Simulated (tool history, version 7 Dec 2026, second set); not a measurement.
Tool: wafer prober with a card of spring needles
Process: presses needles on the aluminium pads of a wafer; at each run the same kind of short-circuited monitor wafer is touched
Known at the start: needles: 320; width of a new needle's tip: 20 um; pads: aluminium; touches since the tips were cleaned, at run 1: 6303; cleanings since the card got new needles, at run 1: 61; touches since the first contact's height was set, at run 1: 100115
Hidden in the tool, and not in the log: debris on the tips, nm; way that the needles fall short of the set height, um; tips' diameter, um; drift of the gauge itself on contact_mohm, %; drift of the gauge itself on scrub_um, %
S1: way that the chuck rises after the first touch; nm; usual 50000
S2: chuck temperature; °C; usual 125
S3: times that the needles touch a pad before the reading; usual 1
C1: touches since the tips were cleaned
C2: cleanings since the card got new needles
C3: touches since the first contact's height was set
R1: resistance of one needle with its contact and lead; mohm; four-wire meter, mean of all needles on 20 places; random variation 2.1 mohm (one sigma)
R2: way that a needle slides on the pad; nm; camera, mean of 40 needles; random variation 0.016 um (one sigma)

run	hour	S1	S2	S3	C1	C2	C3	R1	R2
1	0.0	50000	125	1	6303	61	100115	437	7020
# hour 2.9: tips cleaned on abrasive film
# hour 16.7: tips cleaned on abrasive film
# hour 30.6: tips cleaned on abrasive film
2	33.9	41000	125	1	1883	64	119489	391	5710
# hour 42.2: tips cleaned on abrasive film
# hour 53.3: tips cleaned on abrasive film
# hour 67.2: tips cleaned on abrasive film
# hour 81.1: tips cleaned on abrasive film
# hour 94.9: tips cleaned on abrasive film
3	104.2	41000	125	1	5339	69	159810	537	5690
# hour 107.0: tips cleaned on abrasive film
# hour 120.9: tips cleaned on abrasive film
# hour 134.8: tips cleaned on abrasive film
# hour 148.6: tips cleaned on abrasive film
# hour 148.9: height of the first contact set anew
# hour 162.8: tips cleaned on abrasive film
# hour 176.7: tips cleaned on abrasive film
4	185.3	41000	125	1	4975	75	20875	546	5520
# hour 188.1: tips cleaned on abrasive film
# hour 199.3: tips cleaned on abrasive film
# hour 213.1: tips cleaned on abrasive film
# hour 224.2: tips cleaned on abrasive film
# hour 238.1: tips cleaned on abrasive film
# hour 252.0: tips cleaned on abrasive film
5	262.7	41000	125	1	6187	81	65221	562	5470
# hour 265.6: tips cleaned on abrasive film
# hour 279.4: tips cleaned on abrasive film
# hour 293.3: tips cleaned on abrasive film
6	297.4	41000	125	1	2394	84	85106	450	5480
# hour 305.8: tips cleaned on abrasive film
# hour 316.9: tips cleaned on abrasive film
# hour 330.8: tips cleaned on abrasive film
# hour 344.7: tips cleaned on abrasive film
# hour 358.5: tips cleaned on abrasive film
7	359.2	41000	125	2	416	89	120502	274	5410
# hour 370.4: tips cleaned on abrasive film
# hour 384.2: tips cleaned on abrasive film
# hour 398.1: tips cleaned on abrasive film
# hour 409.2: tips cleaned on abrasive film
# hour 422.2: tips cleaned on abrasive film
8	422.2	41000	125	1	0	94	156548	267	5380
# hour 436.0: tips cleaned on abrasive film
# hour 449.9: tips cleaned on abrasive film
# hour 461.0: tips cleaned on abrasive film
9	469.2	64000	94	2	4708	97	183517	307	8620
# hour 472.2: height of the first contact set anew
# hour 475.1: tips cleaned on abrasive film
# hour 489.0: tips cleaned on abrasive film
# hour 500.1: tips cleaned on abrasive film
# hour 513.9: tips cleaned on abrasive film
# hour 527.8: tips cleaned on abrasive film
# hour 541.7: tips cleaned on abrasive film
10	545.6	42000	88	2	2284	103	42036	332	5930
# hour 554.0: tips cleaned on abrasive film
# hour 562.6: height of the first contact set anew, once more
# hour 568.2: tips cleaned on abrasive film
# hour 579.3: tips cleaned on abrasive film
# hour 593.2: tips cleaned on abrasive film
# hour 607.0: tips cleaned on abrasive film
11	608.4	69000	88	1	778	108	26218	262	9780
# hour 619.5: tips cleaned on abrasive film
# hour 630.6: tips cleaned on abrasive film
# hour 644.5: tips cleaned on abrasive film
# hour 658.3: tips cleaned on abrasive film
# hour 669.5: tips cleaned on abrasive film
# hour 681.1: tips cleaned on abrasive film
12	681.1	69000	88	1	0	114	67858	225	9780
# hour 692.2: tips cleaned on abrasive film
# hour 706.1: tips cleaned on abrasive film
13	715.1	69000	88	1	5194	116	87364	341	9740
# hour 717.9: tips cleaned on abrasive film
# hour 731.8: tips cleaned on abrasive film
# hour 742.9: tips cleaned on abrasive film
# hour 756.8: tips cleaned on abrasive film
14	767.1	69000	88	1	5945	120	117162	350	9700
# hour 769.9: tips cleaned on abrasive film
# hour 783.8: tips cleaned on abrasive film
# hour 797.7: tips cleaned on abrasive film
# hour 811.5: tips cleaned on abrasive film
# hour 822.7: tips cleaned on abrasive film
# hour 836.5: tips cleaned on abrasive film
15	843.6	34000	62	2	4080	126	160993	471	4660

Forecast each of these 5 alternatives for the next run:
# hour 849.2: tips cleaned on abrasive film
# hour 863.1: tips cleaned on abrasive film
# hour 874.2: tips cleaned on abrasive film
# hour 885.5: height of the first contact set anew
# hour 888.3: tips cleaned on abrasive film
# hour 899.5: tips cleaned on abrasive film
# hour 911.1: tips cleaned on abrasive film
A	911.1	54000	51	1	0	132	14599	?	?
# hour 849.2: tips cleaned on abrasive film
# hour 863.1: tips cleaned on abrasive film
# hour 874.2: tips cleaned on abrasive film
# hour 885.5: height of the first contact set anew
# hour 888.3: tips cleaned on abrasive film
# hour 899.5: tips cleaned on abrasive film
# hour 911.1: tips cleaned on abrasive film
B	911.1	46000	36	2	0	132	14599	?	?
# hour 849.2: tips cleaned on abrasive film
# hour 863.1: tips cleaned on abrasive film
# hour 874.2: tips cleaned on abrasive film
# hour 885.5: height of the first contact set anew
# hour 888.3: tips cleaned on abrasive film
# hour 899.5: tips cleaned on abrasive film
# hour 911.1: tips cleaned on abrasive film
C	911.1	34000	36	2	0	132	14599	?	?
# hour 849.2: tips cleaned on abrasive film
# hour 863.1: tips cleaned on abrasive film
# hour 874.2: tips cleaned on abrasive film
# hour 885.5: height of the first contact set anew
# hour 888.3: tips cleaned on abrasive film
# hour 899.5: tips cleaned on abrasive film
# hour 911.1: tips cleaned on abrasive film
D	911.1	49000	28	1	0	132	14599	?	?
# hour 849.2: tips cleaned on abrasive film
# hour 863.1: tips cleaned on abrasive film
# hour 874.2: tips cleaned on abrasive film
# hour 885.5: height of the first contact set anew
# hour 888.3: tips cleaned on abrasive film
# hour 899.5: tips cleaned on abrasive film
# hour 911.1: tips cleaned on abrasive film
E	911.1	50000	57	1	0	132	14599	?	?

run	R1	R2
A	237	7680
B	238	6530
C	251	4810
D	240	6930
E	243	7100
Without the tool's hidden state the same runs would have given:
run	R1	R2
A	216	7700
B	219	6550
C	219	4830
D	213	6950
E	218	7120
